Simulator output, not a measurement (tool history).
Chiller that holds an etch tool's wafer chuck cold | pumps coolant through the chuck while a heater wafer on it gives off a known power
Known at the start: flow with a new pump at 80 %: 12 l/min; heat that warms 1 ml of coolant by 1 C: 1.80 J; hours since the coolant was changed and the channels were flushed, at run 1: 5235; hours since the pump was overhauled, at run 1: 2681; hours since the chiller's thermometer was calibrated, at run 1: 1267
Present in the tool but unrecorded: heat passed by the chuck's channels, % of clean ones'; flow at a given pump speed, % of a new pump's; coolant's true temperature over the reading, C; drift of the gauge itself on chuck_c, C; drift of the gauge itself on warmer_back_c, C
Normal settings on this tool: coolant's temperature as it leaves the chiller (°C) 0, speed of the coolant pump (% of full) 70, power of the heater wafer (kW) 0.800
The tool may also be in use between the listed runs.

run	hour	coolant's temperature as it leaves the chiller (°C)	speed of the coolant pump (% of full)	power of the heater wafer (kW)	hours since the coolant was changed and the channels were flushed	hours since the pump was overhauled	hours since the chiller's thermometer was calibrated	chuck's temperature once it has settled (°C)	how much warmer the coolant comes back (C)
1	0.0	0	70	0.800	5235	2681	1267	6.1	2.55
2	168.0	0	70	0.800	5403	2849	1435	6.2	2.61
3	344.1	0	64	0.800	5579	3026	1611	6.4	2.91
4	537.3	0	64	0.800	5772	3219	1804	6.7	2.89
5	660.0	0	70	0.800	5895	3341	1927	6.0	2.66
6	770.1	0	70	0.800	6005	3452	2037	6.2	2.66
7	912.7	0	70	0.800	6148	3594	2179	6.1	2.64
# hour 1034.5: chiller's thermometer calibrated
8	1120.3	0	70	0.800	6354	3801	86	6.0	2.71
9	1330.4	0	70	0.800	6564	4011	296	6.3	2.71
10	1451.5	0	70	0.800	6686	4132	417	6.0	2.74
11	1643.0	0	63	0.800	6877	4323	609	6.7	3.07
12	1825.6	0	63	0.800	7060	4506	791	6.6	3.09
13	1915.8	0	63	0.800	7150	4596	881	6.7	3.07
14	2018.8	0	63	0.800	7253	4699	984	6.6	3.14
15	2181.2	0	63	0.800	7415	4862	1147	6.5	3.17
16	2300.6	0	63	0.800	7535	4981	1266	6.8	3.19
17	2439.6	-3	71	0.800	7674	5120	1405	3.0	2.78
18	2535.7	1	93	0.800	7770	5216	1501	5.8	2.11
19	2714.5	-5	90	0.800	7949	5395	1680	0.3	2.24
# hour 2854.2: coolant changed, channels flushed
20	2890.7	-5	90	0.800	36	5565	1850	0.1	2.25
# hour 2930.0: gauge calibrated
21	3049.8	0	70	0.900	196	5724	2009	6.8	2.92
22	3193.3	-7	65	0.435	339	5868	2153	-3.5	1.56
# hour 3345.4: chiller's thermometer calibrated
23	3345.4	-7	88	0.754	490	6019	0	-2.2	1.95
24	3542.5	-7	88	0.754	687	6216	197	-2.2	1.94
25	3645.7	-7	88	0.417	790	6319	300	-4.2	1.09
26	3813.9	4	88	0.799	959	6487	469	9.2	2.12
27	3953.1	4	92	0.931	1098	6627	608	9.9	2.34
28	4111.2	4	65	0.800	1256	6785	766	10.5	2.94
29	4198.3	4	74	0.488	1343	6872	853	7.6	1.58
30	4384.2	4	74	0.488	1529	7058	1039	7.4	1.63
31	4565.4	4	82	0.544	1710	7239	1220	7.7	1.65

Results for each run, recomputed without the tool's hidden state and with each run's random variation untouched:
run	how much warmer the coolant comes back (C)
1	2.55
2	2.59
3	2.87
4	2.83
5	2.59
6	2.58
7	2.55
8	2.60
9	2.58
10	2.60
11	2.91
12	2.91
13	2.88
14	2.94
15	2.96
16	2.96
17	2.54
18	1.86
19	1.98
20	1.97
21	2.90
22	1.53
23	1.91
24	1.87
25	1.02
26	2.03
27	2.24
28	2.82
29	1.45
30	1.49
31	1.49
chuck's temperature once it has settled (°C): differs from the measured result by no more than 0.1 in any run.
